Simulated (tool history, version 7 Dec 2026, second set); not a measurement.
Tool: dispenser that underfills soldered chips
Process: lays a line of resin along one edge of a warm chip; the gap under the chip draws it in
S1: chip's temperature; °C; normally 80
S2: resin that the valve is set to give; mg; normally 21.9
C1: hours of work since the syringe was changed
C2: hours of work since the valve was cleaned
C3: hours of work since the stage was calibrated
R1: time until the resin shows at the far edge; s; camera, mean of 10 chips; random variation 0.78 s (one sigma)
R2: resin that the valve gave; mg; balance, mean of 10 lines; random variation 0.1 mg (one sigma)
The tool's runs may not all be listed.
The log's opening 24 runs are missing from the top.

-- hour=112.8 new syringe of resin
run 25 hour=115.5 | S1=84 S2=19.7 | C1=2 C2=104 C3=252 | R1=71.5 R2=18.46
-- hour=120.6 new syringe of resin
run 26 hour=121.5 | S1=84 S2=19.7 | C1=1 C2=108 C3=256 | R1=66.7 R2=18.57
run 27 hour=124.8 | S1=84 S2=19.7 | C1=3 C2=110 C3=258 | R1=75.6 R2=18.19
-- hour=128.5 new syringe of resin
run 28 hour=128.5 | S1=77 S2=27.8 | C1=0 C2=112 C3=260 | R1=75.4 R2=25.93
run 29 hour=133 | S1=91 S2=26.2 | C1=3 C2=115 C3=264 | R1=57.2 R2=24.33
-- hour=136.6 new syringe of resin
run 30 hour=139 | S1=91 S2=26.2 | C1=2 C2=119 C3=267 | R1=52.5 R2=24.54
run 31 hour=143 | S1=91 S2=26.2 | C1=4 C2=122 C3=270 | R1=62.6 R2=24.25
-- hour=144.3 new syringe of resin
run 32 hour=148.3 | S1=71 S2=24.4 | C1=3 C2=125 C3=274 | R1=111.8 R2=22.7
run 33 hour=151.1 | S1=71 S2=24.4 | C1=5 C2=127 C3=275 | R1=126.4 R2=22.67

Predict each of these 3 candidate next runs independently; none follows another, all start after run 33:
-- hour=152.3 new syringe of resin
run A hour=156.5 | S1=91 S2=23 | C1=3 C2=131 C3=279 | R1=? R2=?
-- hour=152.3 new syringe of resin
run B hour=156.5 | S1=80 S2=19.6 | C1=3 C2=131 C3=279 | R1=? R2=?
-- hour=152.3 new syringe of resin
run C hour=156.5 | S1=71 S2=24.7 | C1=3 C2=131 C3=279 | R1=? R2=?

run=A R1=58.2 R2=21.36
run=B R1=89.8 R2=18.14
run=C R1=117.3 R2=22.78
With the hidden condition removed and each run's random variation left untouched, the same runs would have given:
run=A R1=48.7 R2=23.16
run=B R1=74.2 R2=19.66
run=C R1=98.9 R2=24.7
